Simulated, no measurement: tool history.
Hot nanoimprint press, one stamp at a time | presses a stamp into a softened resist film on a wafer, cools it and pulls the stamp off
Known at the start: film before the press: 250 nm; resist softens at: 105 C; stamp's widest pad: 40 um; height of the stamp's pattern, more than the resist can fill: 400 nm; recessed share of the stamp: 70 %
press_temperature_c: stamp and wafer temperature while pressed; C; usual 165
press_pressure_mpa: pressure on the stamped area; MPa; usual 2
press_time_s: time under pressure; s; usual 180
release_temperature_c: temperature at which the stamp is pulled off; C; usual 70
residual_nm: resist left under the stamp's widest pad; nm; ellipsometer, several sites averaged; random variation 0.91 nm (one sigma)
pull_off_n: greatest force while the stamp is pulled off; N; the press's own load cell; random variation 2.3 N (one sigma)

run 1 hour=0 | press_temperature_c=165 press_pressure_mpa=2 press_time_s=180 release_temperature_c=70 | residual_nm=130.6 pull_off_n=112
run 2 hour=11 | press_temperature_c=165 press_pressure_mpa=2 press_time_s=180 release_temperature_c=70 | residual_nm=128.8 pull_off_n=115
run 3 hour=20.1 | press_temperature_c=165 press_pressure_mpa=2 press_time_s=180 release_temperature_c=70 | residual_nm=129.4 pull_off_n=111
run 4 hour=30.3 | press_temperature_c=165 press_pressure_mpa=2 press_time_s=180 release_temperature_c=70 | residual_nm=129.6 pull_off_n=117
run 5 hour=42.6 | press_temperature_c=165 press_pressure_mpa=2 press_time_s=213 release_temperature_c=70 | residual_nm=122.4 pull_off_n=117
run 6 hour=51.6 | press_temperature_c=165 press_pressure_mpa=2 press_time_s=213 release_temperature_c=70 | residual_nm=122.1 pull_off_n=117
run 7 hour=63.3 | press_temperature_c=171 press_pressure_mpa=2 press_time_s=180 release_temperature_c=70 | residual_nm=95 pull_off_n=118
run 8 hour=75.3 | press_temperature_c=171 press_pressure_mpa=2 press_time_s=180 release_temperature_c=70 | residual_nm=93.2 pull_off_n=122
run 9 hour=85.8 | press_temperature_c=165 press_pressure_mpa=2 press_time_s=180 release_temperature_c=70 | residual_nm=131.2 pull_off_n=123
run 10 hour=93.5 | press_temperature_c=165 press_pressure_mpa=2 press_time_s=180 release_temperature_c=70 | residual_nm=127.5 pull_off_n=125
run 11 hour=101 | press_temperature_c=165 press_pressure_mpa=2 press_time_s=180 release_temperature_c=70 | residual_nm=130.8 pull_off_n=124
run 12 hour=110.1 | press_temperature_c=165 press_pressure_mpa=2 press_time_s=182 release_temperature_c=70 | residual_nm=128.5 pull_off_n=119
run 13 hour=118.7 | press_temperature_c=165 press_pressure_mpa=2 press_time_s=182 release_temperature_c=70 | residual_nm=129.2 pull_off_n=126
run 14 hour=132.5 | press_temperature_c=165 press_pressure_mpa=2 press_time_s=180 release_temperature_c=57 | residual_nm=131.1 pull_off_n=147
run 15 hour=142.5 | press_temperature_c=154 press_pressure_mpa=2 press_time_s=180 release_temperature_c=70 | residual_nm=206.3 pull_off_n=124
run 16 hour=155.1 | press_temperature_c=158 press_pressure_mpa=1.96 press_time_s=157 release_temperature_c=64 | residual_nm=185.2 pull_off_n=143
run 17 hour=161.6 | press_temperature_c=156 press_pressure_mpa=1.91 press_time_s=179 release_temperature_c=64 | residual_nm=196.1 pull_off_n=145
run 18 hour=171.5 | press_temperature_c=165 press_pressure_mpa=1.25 press_time_s=180 release_temperature_c=70 | residual_nm=152 pull_off_n=131
run 19 hour=184.4 | press_temperature_c=165 press_pressure_mpa=2.92 press_time_s=152 release_temperature_c=70 | residual_nm=123.6 pull_off_n=130
run 20 hour=190.9 | press_temperature_c=165 press_pressure_mpa=2.92 press_time_s=152 release_temperature_c=70 | residual_nm=123.6 pull_off_n=132
run 21 hour=203.3 | press_temperature_c=165 press_pressure_mpa=2.92 press_time_s=152 release_temperature_c=70 | residual_nm=123.6 pull_off_n=135
run 22 hour=216.7 | press_temperature_c=165 press_pressure_mpa=2.13 press_time_s=106 release_temperature_c=58 | residual_nm=157.7 pull_off_n=161
run 23 hour=222.7 | press_temperature_c=165 press_pressure_mpa=2.13 press_time_s=198 release_temperature_c=58 | residual_nm=128 pull_off_n=157
run 24 hour=230.1 | press_temperature_c=165 press_pressure_mpa=2.57 press_time_s=198 release_temperature_c=67 | residual_nm=118.6 pull_off_n=144
run 25 hour=238 | press_temperature_c=165 press_pressure_mpa=2.57 press_time_s=198 release_temperature_c=67 | residual_nm=117.7 pull_off_n=141
run 26 hour=256.3 | press_temperature_c=165 press_pressure_mpa=1.58 press_time_s=198 release_temperature_c=67 | residual_nm=141.9 pull_off_n=114
run 27 hour=271.3 | press_temperature_c=165 press_pressure_mpa=1.58 press_time_s=198 release_temperature_c=67 | residual_nm=133.3 pull_off_n=110
run 28 hour=280.8 | press_temperature_c=167 press_pressure_mpa=1.32 press_time_s=212 release_temperature_c=70 | residual_nm=126 pull_off_n=107
run 29 hour=293.3 | press_temperature_c=167 press_pressure_mpa=1.36 press_time_s=212 release_temperature_c=60 | residual_nm=127.5 pull_off_n=120
run 30 hour=303.1 | press_temperature_c=167 press_pressure_mpa=1.36 press_time_s=212 release_temperature_c=60 | residual_nm=126.2 pull_off_n=128

Not shown: 3 entries that the log had between the listed runs. Between which runs, and how does the tool's hidden state differ before and after?
Between runs 18 and 19: plate thermocouple calibrated (hour 175.5)
  true temperature over the reading, C: -0.66 -> -0.98; pressure that arrives at the usual setting, %: 99.06 -> 99.04; grip of the stamp's worn release coat, % over a new coat's: 21.7 -> 22.6
  measured less the result without the state, residual_nm: +4.7 -> +7 nm; pull_off_n: +25 -> +26 N
Between runs 25 and 26: stamp cleaned and given a new release coat (hour 249.4)
  true temperature over the reading, C: -1.09 -> -1.12; pressure that arrives at the usual setting, %: 98.96 -> 98.94; grip of the stamp's worn release coat, % over a new coat's: 27.1 -> 0.6
  measured less the result without the state, residual_nm: +7.5 -> +8 nm; pull_off_n: +32 -> +2 N
Between runs 26 and 27: plate thermocouple calibrated, once more (hour 262.7)
  true temperature over the reading, C: -1.12 -> -0.07; pressure that arrives at the usual setting, %: 98.94 -> 98.92; grip of the stamp's worn release coat, % over a new coat's: 0.6 -> 1.5
  measured less the result without the state, residual_nm: +8 -> +0.8 nm; pull_off_n: +2 -> +2 N
